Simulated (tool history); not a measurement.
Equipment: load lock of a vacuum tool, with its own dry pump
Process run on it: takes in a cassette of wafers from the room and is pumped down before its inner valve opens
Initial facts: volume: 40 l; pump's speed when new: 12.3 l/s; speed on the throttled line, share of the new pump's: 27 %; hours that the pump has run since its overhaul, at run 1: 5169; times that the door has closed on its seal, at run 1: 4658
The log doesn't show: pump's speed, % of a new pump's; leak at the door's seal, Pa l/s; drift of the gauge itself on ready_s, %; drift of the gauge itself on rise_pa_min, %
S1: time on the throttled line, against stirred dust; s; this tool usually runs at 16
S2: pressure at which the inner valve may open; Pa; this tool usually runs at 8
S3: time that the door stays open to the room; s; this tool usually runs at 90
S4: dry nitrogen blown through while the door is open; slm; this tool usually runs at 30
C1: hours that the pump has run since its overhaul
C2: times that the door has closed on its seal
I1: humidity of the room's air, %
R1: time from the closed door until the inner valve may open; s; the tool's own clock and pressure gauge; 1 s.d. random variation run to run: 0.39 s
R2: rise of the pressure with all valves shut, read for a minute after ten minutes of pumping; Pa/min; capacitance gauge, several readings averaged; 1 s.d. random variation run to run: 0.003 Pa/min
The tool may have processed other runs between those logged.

run,hour,S1,S2,S3,S4,C1,C2,I1,R1,R2
1,0.0,16,8,90,30,5169,4658,46.4,43.9,0.054
2,65.1,16,8,108,30,5234,4735,46.4,44.9,0.057
3,139.1,16,8,90,30,5308,4823,46.6,44.1,0.055
4,257.7,12,8,90,30,5426,4964,43.1,41.6,0.053
5,316.8,12,8,90,30,5485,5034,45.2,41.1,0.061
6,424.9,12,8,90,30,5594,5163,45.1,41.5,0.059
7,505.1,12,8,90,30,5674,5258,46.3,41.9,0.057
8,625.3,9,8,90,30,5794,5401,43.2,39.5,0.050
9,707.7,9,8,168,30,5876,5498,44.3,39.9,0.067
10,770.9,9,8,168,30,5940,5574,44.1,39.0,0.065
11,833.0,9,8,168,30,6002,5647,42.7,39.6,0.073
12,893.2,9,8,168,30,6062,5719,45.4,39.3,0.067
13,951.0,19,8,90,30,6120,5787,43.6,47.2,0.066
14,1033.7,16,8,90,30,6202,5885,44.2,44.4,0.056
15,1113.2,16,8,90,30,6282,5980,46.5,44.5,0.060
16,1214.0,16,8,90,30,6383,6100,46.0,44.6,0.067
17,1278.0,16,8,90,30,6447,6176,47.3,44.5,0.065
18,1388.1,16,8,90,30,6557,6306,41.4,45.1,0.066
19,1490.9,16,8,90,30,6660,6428,45.6,44.7,0.067
20,1556.7,16,8,90,30,6725,6507,44.1,45.3,0.062
21,1622.2,16,8,90,30,6791,6584,47.1,45.3,0.068

What will run 22 give?
22,1714.5,8,8,44,30,6883,6694,47.5,?,?

{"run 22": {"R1": 39.1, "R2": 0.056}}
Were there no unlogged condition in the tool, this run, its random variation unchanged, would have produced R1 36.3 s, R2 0.021 Pa/min.
